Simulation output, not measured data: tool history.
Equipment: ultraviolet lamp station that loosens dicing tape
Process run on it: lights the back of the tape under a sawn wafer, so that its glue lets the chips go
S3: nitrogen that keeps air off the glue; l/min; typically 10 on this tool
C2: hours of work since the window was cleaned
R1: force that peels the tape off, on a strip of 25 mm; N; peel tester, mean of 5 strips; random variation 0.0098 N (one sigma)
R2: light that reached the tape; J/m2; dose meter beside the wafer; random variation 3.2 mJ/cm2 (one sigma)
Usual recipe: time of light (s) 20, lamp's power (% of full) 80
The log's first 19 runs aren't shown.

{"run": 20, "hour": 273.1, "time of light (s)": 20, "lamp's power (% of full)": 80, "S3": 12, "hours of work of the lamp": 439, "C2": 126, "R1": 0.543, "R2": 4360}
{"run": 21, "hour": 292.9, "time of light (s)": 36, "lamp's power (% of full)": 81, "S3": 15, "hours of work of the lamp": 452, "C2": 139, "R1": 0.13, "R2": 7890}
{"run": 22, "hour": 304.4, "time of light (s)": 14, "lamp's power (% of full)": 81, "S3": 15, "hours of work of the lamp": 459, "C2": 147, "R1": 1.18, "R2": 3040}
{"run": 23, "hour": 322.6, "time of light (s)": 20, "lamp's power (% of full)": 99, "S3": 11, "hours of work of the lamp": 471, "C2": 159, "R1": 0.356, "R2": 5330}
{"run": 24, "hour": 341.1, "time of light (s)": 19, "lamp's power (% of full)": 87, "S3": 14, "hours of work of the lamp": 483, "C2": 171, "R1": 0.527, "R2": 4410}
{"run": 25, "hour": 362.5, "time of light (s)": 20, "lamp's power (% of full)": 65, "S3": 4, "hours of work of the lamp": 497, "C2": 185, "R1": 1.549, "R2": 3410}
{"run": 26, "hour": 383.4, "time of light (s)": 18, "lamp's power (% of full)": 66, "S3": 8, "hours of work of the lamp": 511, "C2": 198, "R1": 1.394, "R2": 3130}
{"run": 27, "hour": 397.1, "time of light (s)": 30, "lamp's power (% of full)": 66, "S3": 8, "hours of work of the lamp": 520, "C2": 207, "R1": 0.445, "R2": 5110}
{"run": 28, "hour": 412.9, "time of light (s)": 12, "lamp's power (% of full)": 65, "S3": 10, "hours of work of the lamp": 530, "C2": 218, "R1": 2.537, "R2": 2010}
{"run": 29, "hour": 430.7, "time of light (s)": 35, "lamp's power (% of full)": 66, "S3": 10, "hours of work of the lamp": 542, "C2": 229, "R1": 0.294, "R2": 5890}
{"run": 30, "hour": 449.8, "time of light (s)": 35, "lamp's power (% of full)": 66, "S3": 10, "hours of work of the lamp": 554, "C2": 242, "R1": 0.283, "R2": 5870}
{"run": 31, "hour": 461.8, "time of light (s)": 25, "lamp's power (% of full)": 78, "S3": 3, "hours of work of the lamp": 562, "C2": 250, "R1": 0.888, "R2": 4960}
{"run": 32, "hour": 482.8, "time of light (s)": 25, "lamp's power (% of full)": 78, "S3": 3, "hours of work of the lamp": 576, "C2": 263, "R1": 0.877, "R2": 4770}

Here are 4 independent what-if runs from the current tool condition. What would each one return?
{"run": "A", "hour": 494.1, "time of light (s)": 11, "lamp's power (% of full)": 74, "S3": 10, "hours of work of the lamp": 583, "C2": 271, "R1": "?", "R2": "?"}
{"run": "B", "hour": 494.1, "time of light (s)": 20, "lamp's power (% of full)": 72, "S3": 10, "hours of work of the lamp": 583, "C2": 271, "R1": "?", "R2": "?"}
{"run": "C", "hour": 494.1, "time of light (s)": 17, "lamp's power (% of full)": 68, "S3": 16, "hours of work of the lamp": 583, "C2": 271, "R1": "?", "R2": "?"}
{"run": "D", "hour": 494.1, "time of light (s)": 14, "lamp's power (% of full)": 79, "S3": 3, "hours of work of the lamp": 583, "C2": 271, "R1": "?", "R2": "?"}

run=A R1=2.431 R2=2020
run=B R1=0.903 R2=3590
run=C R1=1.282 R2=2910
run=D R1=2.261 R2=2770
The same runs, with their run-to-run variation unchanged, on a tool lacking any hidden condition would have given:
run=A R1=1.730 R2=2560
run=B R1=0.519 R2=4550
run=C R1=0.777 R2=3670
run=D R1=1.588 R2=3500
